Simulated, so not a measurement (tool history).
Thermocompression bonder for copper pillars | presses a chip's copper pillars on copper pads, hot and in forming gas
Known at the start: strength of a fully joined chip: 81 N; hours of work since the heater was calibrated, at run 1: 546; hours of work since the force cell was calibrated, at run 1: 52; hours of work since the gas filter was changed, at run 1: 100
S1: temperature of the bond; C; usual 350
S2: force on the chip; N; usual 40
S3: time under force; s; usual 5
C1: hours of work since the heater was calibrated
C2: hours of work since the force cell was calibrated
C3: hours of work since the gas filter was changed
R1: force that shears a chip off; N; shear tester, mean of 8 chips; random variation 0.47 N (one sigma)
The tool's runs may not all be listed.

run	hour	S1	S2	S3	C1	C2	C3	R1
1	0.0	350	40	5	546	52	100	50.4
2	10.8	350	40	5	550	57	104	51.6
3	21.7	350	40	12	555	61	109	61.4
4	36.7	350	40	12	561	67	115	61.4
5	45.9	350	40	12	564	71	119	61.0
6	66.9	350	40	3	573	79	127	42.5
7	85.2	350	40	3	580	87	134	43.2
# hour 90.3: forming gas filter changed
8	101.0	350	40	4	586	93	4	50.5
9	110.5	350	40	4	590	97	8	49.5
10	126.7	350	40	4	597	103	15	49.3
11	147.0	350	49	5	605	111	23	58.9
12	164.5	350	49	5	612	118	30	57.9
13	175.3	350	49	3	616	123	34	50.7
14	188.0	350	49	3	622	128	39	50.0
15	198.7	325	40	5	626	132	44	44.4
16	217.0	325	40	5	633	140	51	44.6
17	235.9	350	40	7	641	147	59	56.9
18	255.8	352	40	5	649	155	67	51.8
19	268.3	322	40	5	654	160	72	42.1
20	281.7	322	40	5	659	166	77	42.8
21	302.5	327	45	11	668	174	86	58.3
22	311.6	351	57	8	672	178	89	65.9
23	330.7	333	57	11	679	186	97	64.0
24	351.9	333	57	6	688	194	106	57.5
25	366.7	330	38	7	694	200	112	46.7
26	386.3	330	38	7	702	208	120	46.9
27	404.8	350	26	10	709	216	127	47.0
28	422.1	378	55	4	716	223	134	61.5
# hour 428.2: forming gas filter changed
29	444.3	350	40	3	725	231	6	46.3
30	457.6	332	40	5	730	237	12	47.2
31	467.1	322	27	3	734	241	16	26.9
32	478.5	350	51	5	739	245	20	59.5
33	492.3	368	53	4	744	251	26	62.1
34	501.2	324	53	4	748	254	29	49.3
35	513.5	327	49	3	753	259	34	43.8
36	529.6	323	43	3	759	266	41	38.8
37	547.6	323	43	3	767	273	48	38.7
38	562.2	323	43	3	773	279	54	38.4
39	578.5	323	43	3	779	285	61	38.6

Forecast each of these 5 alternatives for the next run:
A	587.5	330	40	13	783	289	64	?
B	587.5	323	32	3	783	289	64	?
C	587.5	376	44	9	783	289	64	?
D	587.5	347	40	5	783	289	64	?
E	587.5	323	36	3	783	289	64	?

run	R1
A	58.5
B	30.4
C	68.0
D	50.3
E	33.2
Without the tool's hidden state the same runs would have given:
run	R1
A	62.2
B	32.7
C	71.7
D	53.5
E	35.7
